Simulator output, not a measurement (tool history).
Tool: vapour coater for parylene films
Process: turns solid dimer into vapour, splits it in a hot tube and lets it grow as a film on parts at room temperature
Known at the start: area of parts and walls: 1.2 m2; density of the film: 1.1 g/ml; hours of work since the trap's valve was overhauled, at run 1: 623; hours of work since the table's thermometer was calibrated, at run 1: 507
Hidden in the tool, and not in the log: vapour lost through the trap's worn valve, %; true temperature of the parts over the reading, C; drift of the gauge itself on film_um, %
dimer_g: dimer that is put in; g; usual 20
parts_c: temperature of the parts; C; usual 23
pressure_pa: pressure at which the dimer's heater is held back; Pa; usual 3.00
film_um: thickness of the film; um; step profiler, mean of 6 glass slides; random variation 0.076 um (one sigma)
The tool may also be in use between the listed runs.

run	day	dimer_g	parts_c	pressure_pa	hours of work since the trap's valve was overhauled	hours of work since the table's thermometer was calibrated	film_um
1	0.000	20	23	3.00	623	507	8.48
2	0.400	20	23	3.00	631	516	8.38
3	1.004	20	23	3.00	644	528	8.45
4	1.725	20	21	3.00	659	544	9.00
# day 2.017: trap's valve overhauled
5	2.525	20	23	3.00	11	557	9.09
# day 2.617: table's thermometer calibrated
6	3.075	20	32	7.88	22	10	5.91
7	3.729	23	17	7.36	36	24	10.38
8	4.125	23	17	7.36	44	32	10.50
9	4.746	23	17	7.36	57	45	10.37
10	5.338	24	22	7.74	70	58	9.15

Measured less the same run without the tool's hidden state. The same run-to-run variation is in both; the gauge's scatter may not be:
run	film_um
1	-0.64
2	-0.65
3	-0.67
4	-0.73
5	-0.09
6	-0.07
7	-0.15
8	-0.17
9	-0.18
10	-0.17
